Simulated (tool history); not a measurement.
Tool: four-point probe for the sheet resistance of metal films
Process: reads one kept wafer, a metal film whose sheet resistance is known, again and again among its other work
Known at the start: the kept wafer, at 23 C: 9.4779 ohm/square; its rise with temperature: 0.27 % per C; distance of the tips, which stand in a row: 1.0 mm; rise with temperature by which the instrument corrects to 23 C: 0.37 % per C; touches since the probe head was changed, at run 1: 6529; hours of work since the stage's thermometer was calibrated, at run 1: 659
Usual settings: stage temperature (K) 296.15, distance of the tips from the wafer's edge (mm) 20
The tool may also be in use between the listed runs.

run   hour  stage temperature (K)  distance of the tips from the wafer's edge (mm)  touches since the probe head was changed  hours of work since the stage's thermometer was calibrated  sheet resistance as the instrument gives it (ohm/square)
  1    0.0                 296.15                                               20                                      6529                                                         659                                                  9.489532
  2    6.6                 296.15                                               20                                      6651                                                         663                                                  9.488710
  3   22.5                 296.15                                               20                                      6946                                                         675                                                  9.491180
  4   30.6                 296.15                                               12                                      7097                                                         680                                                  9.515314
  5   44.9                 296.15                                               12                                      7362                                                         691                                                  9.517308
  6   56.6                 294.15                                               20                                      7580                                                         699                                                  9.507662
  7   67.3                 296.15                                               40                                      7778                                                         706                                                  9.480827
  8   80.8                 296.15                                               15                                      8028                                                         716                                                  9.496559
  9   88.2                 296.15                                               15                                      8167                                                         721                                                  9.500938
 10  100.8                 294.15                                               15                                      8400                                                         730                                                  9.518055
 11  115.1                 296.15                                                6                                      8666                                                         740                                                  9.618422
 12  128.4                 296.15                                               20                                      8913                                                         750                                                  9.492225
 13  142.2                 296.15                                               20                                      9169                                                         759                                                  9.487583
 14  155.2                 296.15                                               56                                      9409                                                         769                                                  9.478562
 15  168.6                 296.15                                                5                                      9658                                                         778                                                  9.678685
 16  184.8                 301.15                                               14                                      9960                                                         790                                                  9.458711
 17  198.7                 301.15                                               14                                     10217                                                         799                                                  9.461080
 18  214.6                 300.15                                               20                                     10513                                                         811                                                  9.453642
 19  226.2                 300.15                                               20                                     10729                                                         819                                                  9.456166
 20  232.9                 303.15                                               20                                     10853                                                         824                                                  9.429140
 21  244.4                 303.15                                               20                                     11066                                                         832                                                  9.427991
 22  259.4                 303.15                                               20                                     11345                                                         842                                                  9.426784
 23  266.8                 306.15                                               20                                     11482                                                         848                                                  9.404714
 24  281.0                 306.15                                               20                                     11746                                                         858                                                  9.401518
 25  296.3                 306.15                                               20                                     12030                                                         868                                                  9.404380
 26  307.3                 306.15                                               20                                     12234                                                         876                                                  9.401744
 27  315.5                 306.15                                               20                                     12387                                                         882                                                  9.403617
 28  329.4                 295.15                                                8                                     12644                                                         892                                                  9.568464

3 ways to go on from here, each from the tool as it stands after run 28. What would each give?
  A  339.8                 303.15                                               20                                     12837                                                         899                                                         ?
  B  339.8                 296.15                                                3                                     12837                                                         899                                                         ?
  C  339.8                 308.15                                                8                                     12837                                                         899                                                         ?

run  sheet resistance as the instrument gives it (ohm/square)
  A                                                  9.426577
  B                                                 10.011975
  C                                                  9.451968
Without the tool's hidden state the same runs would have given:
run  sheet resistance as the instrument gives it (ohm/square)
  A                                                  9.426339
  B                                                 10.011726
  C                                                  9.451728
